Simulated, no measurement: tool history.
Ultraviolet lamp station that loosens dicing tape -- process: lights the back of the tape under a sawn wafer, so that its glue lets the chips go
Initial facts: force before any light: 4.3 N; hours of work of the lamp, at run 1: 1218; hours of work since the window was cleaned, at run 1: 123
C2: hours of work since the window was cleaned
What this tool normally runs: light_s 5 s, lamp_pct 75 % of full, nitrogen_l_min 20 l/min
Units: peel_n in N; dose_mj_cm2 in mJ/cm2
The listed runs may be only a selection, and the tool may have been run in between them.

{"run": 1, "day": 0.0, "light_s": 5, "lamp_pct": 75, "nitrogen_l_min": 20, "hours of work of the lamp": 1218, "C2": 123, "peel_n": 1.09, "dose_mj_cm2": 181}
{"run": 2, "day": 3.046, "light_s": 5, "lamp_pct": 75, "nitrogen_l_min": 20, "hours of work of the lamp": 1256, "C2": 161, "peel_n": 1.141, "dose_mj_cm2": 179}
{"run": 3, "day": 5.812, "light_s": 5, "lamp_pct": 75, "nitrogen_l_min": 20, "hours of work of the lamp": 1290, "C2": 196, "peel_n": 1.131, "dose_mj_cm2": 173}
{"run": 4, "day": 7.767, "light_s": 5, "lamp_pct": 75, "nitrogen_l_min": 26, "hours of work of the lamp": 1315, "C2": 220, "peel_n": 1.082, "dose_mj_cm2": 171}
{"run": 5, "day": 9.958, "light_s": 5, "lamp_pct": 75, "nitrogen_l_min": 26, "hours of work of the lamp": 1342, "C2": 247, "peel_n": 1.074, "dose_mj_cm2": 168}
{"day": 11.808, "done": "window cleaned of glue's vapour"}
{"run": 6, "day": 12.579, "light_s": 5, "lamp_pct": 75, "nitrogen_l_min": 26, "hours of work of the lamp": 1374, "C2": 10, "peel_n": 1.025, "dose_mj_cm2": 180}
{"run": 7, "day": 14.467, "light_s": 5, "lamp_pct": 64, "nitrogen_l_min": 20, "hours of work of the lamp": 1398, "C2": 33, "peel_n": 1.382, "dose_mj_cm2": 149}
{"run": 8, "day": 16.162, "light_s": 5, "lamp_pct": 64, "nitrogen_l_min": 20, "hours of work of the lamp": 1419, "C2": 54, "peel_n": 1.351, "dose_mj_cm2": 150}
{"day": 16.946, "done": "lamp changed"}
{"run": 9, "day": 18.333, "light_s": 5, "lamp_pct": 64, "nitrogen_l_min": 20, "hours of work of the lamp": 17, "C2": 81, "peel_n": 0.794, "dose_mj_cm2": 230}
{"run": 10, "day": 20.475, "light_s": 2, "lamp_pct": 64, "nitrogen_l_min": 20, "hours of work of the lamp": 44, "C2": 108, "peel_n": 2.123, "dose_mj_cm2": 92}
{"run": 11, "day": 22.45, "light_s": 5, "lamp_pct": 75, "nitrogen_l_min": 12, "hours of work of the lamp": 69, "C2": 133, "peel_n": 0.903, "dose_mj_cm2": 264}
{"run": 12, "day": 25.754, "light_s": 5, "lamp_pct": 75, "nitrogen_l_min": 12, "hours of work of the lamp": 110, "C2": 174, "peel_n": 0.875, "dose_mj_cm2": 258}
{"run": 13, "day": 29.154, "light_s": 5, "lamp_pct": 75, "nitrogen_l_min": 12, "hours of work of the lamp": 153, "C2": 216, "peel_n": 0.92, "dose_mj_cm2": 246}
{"run": 14, "day": 32.933, "light_s": 5, "lamp_pct": 75, "nitrogen_l_min": 20, "hours of work of the lamp": 200, "C2": 264, "peel_n": 0.709, "dose_mj_cm2": 246}
{"day": 33.475, "done": "window cleaned of glue's vapour"}
{"run": 15, "day": 36.296, "light_s": 5, "lamp_pct": 75, "nitrogen_l_min": 20, "hours of work of the lamp": 242, "C2": 35, "peel_n": 0.673, "dose_mj_cm2": 261}
{"run": 16, "day": 39.417, "light_s": 7, "lamp_pct": 75, "nitrogen_l_min": 20, "hours of work of the lamp": 281, "C2": 74, "peel_n": 0.377, "dose_mj_cm2": 349}
{"run": 17, "day": 41.283, "light_s": 7, "lamp_pct": 90, "nitrogen_l_min": 20, "hours of work of the lamp": 304, "C2": 98, "peel_n": 0.261, "dose_mj_cm2": 412}
{"run": 18, "day": 43.883, "light_s": 7, "lamp_pct": 90, "nitrogen_l_min": 20, "hours of work of the lamp": 336, "C2": 130, "peel_n": 0.275, "dose_mj_cm2": 407}
{"run": 19, "day": 46.208, "light_s": 7, "lamp_pct": 90, "nitrogen_l_min": 20, "hours of work of the lamp": 366, "C2": 159, "peel_n": 0.292, "dose_mj_cm2": 404}
{"run": 20, "day": 49.754, "light_s": 7, "lamp_pct": 90, "nitrogen_l_min": 20, "hours of work of the lamp": 410, "C2": 203, "peel_n": 0.305, "dose_mj_cm2": 399}
{"run": 21, "day": 53.25, "light_s": 7, "lamp_pct": 90, "nitrogen_l_min": 20, "hours of work of the lamp": 454, "C2": 247, "peel_n": 0.298, "dose_mj_cm2": 383}
{"day": 55.183, "done": "window cleaned of glue's vapour"}
{"run": 22, "day": 55.888, "light_s": 5, "lamp_pct": 75, "nitrogen_l_min": 20, "hours of work of the lamp": 486, "C2": 9, "peel_n": 0.725, "dose_mj_cm2": 240}
{"run": 23, "day": 59.171, "light_s": 7, "lamp_pct": 75, "nitrogen_l_min": 23, "hours of work of the lamp": 527, "C2": 50, "peel_n": 0.387, "dose_mj_cm2": 325}
{"run": 24, "day": 63.012, "light_s": 9, "lamp_pct": 65, "nitrogen_l_min": 20, "hours of work of the lamp": 575, "C2": 98, "peel_n": 0.372, "dose_mj_cm2": 353}
{"run": 25, "day": 65.171, "light_s": 3, "lamp_pct": 65, "nitrogen_l_min": 9, "hours of work of the lamp": 602, "C2": 125, "peel_n": 2.261, "dose_mj_cm2": 115}
{"run": 26, "day": 66.862, "light_s": 10, "lamp_pct": 75, "nitrogen_l_min": 22, "hours of work of the lamp": 623, "C2": 146, "peel_n": 0.213, "dose_mj_cm2": 446}
{"run": 27, "day": 68.433, "light_s": 5, "lamp_pct": 75, "nitrogen_l_min": 6, "hours of work of the lamp": 643, "C2": 166, "peel_n": 1.511, "dose_mj_cm2": 220}
{"run": 28, "day": 71.238, "light_s": 5, "lamp_pct": 75, "nitrogen_l_min": 6, "hours of work of the lamp": 678, "C2": 201, "peel_n": 1.496, "dose_mj_cm2": 214}
{"run": 29, "day": 73.558, "light_s": 5, "lamp_pct": 93, "nitrogen_l_min": 6, "hours of work of the lamp": 707, "C2": 230, "peel_n": 1.229, "dose_mj_cm2": 262}
{"run": 30, "day": 75.729, "light_s": 3, "lamp_pct": 93, "nitrogen_l_min": 6, "hours of work of the lamp": 734, "C2": 257, "peel_n": 2.082, "dose_mj_cm2": 155}
{"day": 77.038, "done": "window cleaned of glue's vapour"}
{"run": 31, "day": 77.971, "light_s": 5, "lamp_pct": 76, "nitrogen_l_min": 29, "hours of work of the lamp": 762, "C2": 12, "peel_n": 0.672, "dose_mj_cm2": 226}
{"run": 32, "day": 81.417, "light_s": 5, "lamp_pct": 76, "nitrogen_l_min": 29, "hours of work of the lamp": 805, "C2": 55, "peel_n": 0.73, "dose_mj_cm2": 220}
{"run": 33, "day": 84.092, "light_s": 5, "lamp_pct": 81, "nitrogen_l_min": 14, "hours of work of the lamp": 838, "C2": 88, "peel_n": 0.967, "dose_mj_cm2": 230}
{"run": 34, "day": 85.85, "light_s": 5, "lamp_pct": 75, "nitrogen_l_min": 32, "hours of work of the lamp": 860, "C2": 110, "peel_n": 0.723, "dose_mj_cm2": 210}
{"run": 35, "day": 88.525, "light_s": 5, "lamp_pct": 75, "nitrogen_l_min": 32, "hours of work of the lamp": 894, "C2": 144, "peel_n": 0.723, "dose_mj_cm2": 202}
{"run": 36, "day": 91.017, "light_s": 6, "lamp_pct": 75, "nitrogen_l_min": 9, "hours of work of the lamp": 925, "C2": 175, "peel_n": 1.069, "dose_mj_cm2": 246}
{"run": 37, "day": 94.383, "light_s": 6, "lamp_pct": 75, "nitrogen_l_min": 9, "hours of work of the lamp": 967, "C2": 217, "peel_n": 1.15, "dose_mj_cm2": 235}
{"run": 38, "day": 97.388, "light_s": 6, "lamp_pct": 75, "nitrogen_l_min": 9, "hours of work of the lamp": 1005, "C2": 254, "peel_n": 1.178, "dose_mj_cm2": 231}
{"day": 98.846, "done": "window cleaned of glue's vapour"}
{"run": 39, "day": 99.662, "light_s": 8, "lamp_pct": 75, "nitrogen_l_min": 35, "hours of work of the lamp": 1033, "C2": 10, "peel_n": 0.302, "dose_mj_cm2": 325}
{"run": 40, "day": 103.462, "light_s": 3, "lamp_pct": 75, "nitrogen_l_min": 35, "hours of work of the lamp": 1080, "C2": 58, "peel_n": 1.468, "dose_mj_cm2": 120}
{"run": 41, "day": 106.267, "light_s": 4, "lamp_pct": 75, "nitrogen_l_min": 6, "hours of work of the lamp": 1115, "C2": 93, "peel_n": 2.14, "dose_mj_cm2": 155}
{"run": 42, "day": 108.508, "light_s": 4, "lamp_pct": 75, "nitrogen_l_min": 11, "hours of work of the lamp": 1143, "C2": 121, "peel_n": 1.704, "dose_mj_cm2": 152}
{"run": 43, "day": 110.267, "light_s": 4, "lamp_pct": 75, "nitrogen_l_min": 11, "hours of work of the lamp": 1165, "C2": 143, "peel_n": 1.805, "dose_mj_cm2": 151}
{"run": 44, "day": 113.779, "light_s": 4, "lamp_pct": 75, "nitrogen_l_min": 11, "hours of work of the lamp": 1209, "C2": 187, "peel_n": 1.79, "dose_mj_cm2": 147}

Predict each of these 3 candidate next runs independently; none follows another, all start after run 44:
{"run": "A", "day": 116.212, "light_s": 5, "lamp_pct": 70, "nitrogen_l_min": 20, "hours of work of the lamp": 1240, "C2": 217, "peel_n": "?", "dose_mj_cm2": "?"}
{"run": "B", "day": 116.212, "light_s": 7, "lamp_pct": 67, "nitrogen_l_min": 7, "hours of work of the lamp": 1240, "C2": 217, "peel_n": "?", "dose_mj_cm2": "?"}
{"run": "C", "day": 116.212, "light_s": 4, "lamp_pct": 67, "nitrogen_l_min": 11, "hours of work of the lamp": 1240, "C2": 217, "peel_n": "?", "dose_mj_cm2": "?"}

run=A peel_n=1.243 dose_mj_cm2=166
run=B peel_n=1.425 dose_mj_cm2=224
run=C peel_n=2.008 dose_mj_cm2=126
The same runs, with their run-to-run variation unchanged, on a tool lacking any hidden condition would have given:
run=A peel_n=0.652 dose_mj_cm2=261
run=B peel_n=0.785 dose_mj_cm2=351
run=C peel_n=1.314 dose_mj_cm2=198
